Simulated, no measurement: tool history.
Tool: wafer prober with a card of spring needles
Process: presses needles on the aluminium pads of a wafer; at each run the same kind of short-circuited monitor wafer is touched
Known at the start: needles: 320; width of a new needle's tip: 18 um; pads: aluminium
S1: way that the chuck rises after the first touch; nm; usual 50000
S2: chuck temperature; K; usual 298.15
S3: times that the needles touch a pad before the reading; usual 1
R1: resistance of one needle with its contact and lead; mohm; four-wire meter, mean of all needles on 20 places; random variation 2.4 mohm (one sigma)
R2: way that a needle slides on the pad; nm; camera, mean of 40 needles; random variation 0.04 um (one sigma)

Run 1, hour 0.0: usual settings. Result: R1 356 mohm, R2 8590 nm.
At hour 15.5: tips cleaned on abrasive film.
At hour 33.9: tips cleaned on abrasive film.
At hour 52.9: tips cleaned on abrasive film.
Run 2, hour 65.8: usual settings. Result: R1 562 mohm, R2 8550 nm.
At hour 72.3: tips cleaned on abrasive film.
At hour 91.7: tips cleaned on abrasive film.
Run 3, hour 96.5: usual settings. Result: R1 464 mohm, R2 8550 nm.
At hour 107.6: height of the first contact set anew.
At hour 111.8: tips cleaned on abrasive film.
At hour 128.8: tips cleaned on abrasive film.
At hour 147.4: tips cleaned on abrasive film.
Run 4, hour 153.8: usual settings. Result: R1 483 mohm, R2 8710 nm.
At hour 165.9: tips cleaned on abrasive film.
At hour 185.1: tips cleaned on abrasive film.
At hour 204.1: tips cleaned on abrasive film.
Run 5, hour 205.6: usual settings. Result: R1 362 mohm, R2 8660 nm.
At hour 220.5: tips cleaned on abrasive film.
At hour 238.6: tips cleaned on abrasive film.
Run 6, hour 239.0: usual settings. Result: R1 317 mohm, R2 8780 nm.
At hour 257.9: tips cleaned on abrasive film.
At hour 276.9: tips cleaned on abrasive film.
At hour 293.3: tips cleaned on abrasive film.
Run 7, hour 293.3: usual settings. Result: R1 289 mohm, R2 8670 nm.
At hour 312.3: tips cleaned on abrasive film.
At hour 331.6: tips cleaned on abrasive film.
At hour 350.8: tips cleaned on abrasive film.
Run 8, hour 353.7: usual settings. Result: R1 438 mohm, R2 8650 nm.

Run 9 comes next. What will it give?
At hour 367.4: tips cleaned on abrasive film.
At hour 385.7: tips cleaned on abrasive film.
Run 9, hour 400.5: usual settings but S1 62000 nm. Result: R1 ?, R2 ?.

Run 9 gave R1 467 mohm, R2 10740 nm.
Without the tool's hidden state the same run would have given R1 264 mohm, R2 10900 nm.

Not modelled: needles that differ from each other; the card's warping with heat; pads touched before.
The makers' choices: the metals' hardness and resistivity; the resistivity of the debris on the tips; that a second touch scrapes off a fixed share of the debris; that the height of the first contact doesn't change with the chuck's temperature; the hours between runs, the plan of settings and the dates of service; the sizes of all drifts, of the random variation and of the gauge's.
